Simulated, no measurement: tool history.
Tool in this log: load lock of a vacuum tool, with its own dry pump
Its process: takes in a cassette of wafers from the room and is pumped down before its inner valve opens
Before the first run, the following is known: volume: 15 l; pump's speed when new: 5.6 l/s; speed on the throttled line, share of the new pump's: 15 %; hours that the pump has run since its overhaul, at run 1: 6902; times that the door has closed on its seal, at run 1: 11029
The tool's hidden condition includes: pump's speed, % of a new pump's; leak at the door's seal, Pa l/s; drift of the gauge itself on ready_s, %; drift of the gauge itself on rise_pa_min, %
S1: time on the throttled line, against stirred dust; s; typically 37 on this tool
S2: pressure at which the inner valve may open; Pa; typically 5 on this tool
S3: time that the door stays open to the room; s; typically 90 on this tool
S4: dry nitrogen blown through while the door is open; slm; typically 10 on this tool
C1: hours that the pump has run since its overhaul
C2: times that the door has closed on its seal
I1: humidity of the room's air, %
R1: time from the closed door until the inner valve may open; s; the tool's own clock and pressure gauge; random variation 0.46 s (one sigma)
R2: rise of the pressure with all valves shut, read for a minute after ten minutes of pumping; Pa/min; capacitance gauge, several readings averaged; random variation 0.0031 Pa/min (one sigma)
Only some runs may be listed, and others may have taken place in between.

run 1 hour=0 | S1=37 S2=5 S3=90 S4=10 | C1=6902 C2=11029 | I1=44 | R1=60.5 R2=0.114
run 2 hour=166.4 | S1=37 S2=5 S3=90 S4=10 | C1=7069 C2=11645 | I1=43.1 | R1=61.8 R2=0.116
run 3 hour=290.5 | S1=37 S2=5 S3=90 S4=10 | C1=7193 C2=12105 | I1=44.5 | R1=61.1 R2=0.118
run 4 hour=401 | S1=37 S2=5 S3=90 S4=30 | C1=7303 C2=12514 | I1=41.6 | R1=60.7 R2=0.097
run 5 hour=493.2 | S1=37 S2=6 S3=90 S4=10 | C1=7395 C2=12855 | I1=43.5 | R1=60.1 R2=0.127
run 6 hour=585.1 | S1=37 S2=6 S3=90 S4=10 | C1=7487 C2=13195 | I1=45.5 | R1=59.9 R2=0.126
run 7 hour=750.6 | S1=37 S2=6 S3=90 S4=10 | C1=7653 C2=13808 | I1=46.2 | R1=60.5 R2=0.137
run 8 hour=870.5 | S1=37 S2=6 S3=90 S4=10 | C1=7773 C2=14252 | I1=48.2 | R1=60.1 R2=0.13
run 9 hour=1004.4 | S1=37 S2=5 S3=26 S4=10 | C1=7907 C2=14748 | I1=44.4 | R1=61.8 R2=0.107
run 10 hour=1189.4 | S1=37 S2=6 S3=90 S4=10 | C1=8092 C2=15432 | I1=51 | R1=60.8 R2=0.152
run 11 hour=1387.5 | S1=37 S2=6 S3=90 S4=10 | C1=8290 C2=16166 | I1=45.2 | R1=60.8 R2=0.141
run 12 hour=1501.5 | S1=37 S2=8 S3=90 S4=10 | C1=8404 C2=16588 | I1=45.4 | R1=60.3 R2=0.15
run 13 hour=1686.3 | S1=37 S2=8 S3=90 S4=10 | C1=8589 C2=17272 | I1=44.9 | R1=60.1 R2=0.15
run 14 hour=1857.5 | S1=37 S2=4 S3=90 S4=10 | C1=8760 C2=17906 | I1=45.3 | R1=63.8 R2=0.155
run 15 hour=1943.8 | S1=37 S2=4 S3=90 S4=10 | C1=8846 C2=18225 | I1=43.9 | R1=63 R2=0.157
run 16 hour=2099 | S1=31 S2=6 S3=67 S4=9 | C1=9001 C2=18800 | I1=44.1 | R1=57.2 R2=0.156
run 17 hour=2301.5 | S1=31 S2=6 S3=67 S4=9 | C1=9204 C2=19549 | I1=49.6 | R1=56.6 R2=0.167
run 18 hour=2394.6 | S1=31 S2=6 S3=67 S4=9 | C1=9297 C2=19894 | I1=42 | R1=56.5 R2=0.157
run 19 hour=2538.1 | S1=59 S2=5 S3=90 S4=11 | C1=9440 C2=20425 | I1=42.9 | R1=79.5 R2=0.169

Run 20 has not been measured yet. What should we expect?
run 20 hour=2664.6 | S1=56 S2=7 S3=109 S4=11 | C1=9567 C2=20894 | I1=46.7 | R1=? R2=?

{"run 20": {"R1": 77.2, "R2": 0.185}}
Without the tool's hidden state the same run would have given R1 74 s, R2 0.088 Pa/min.
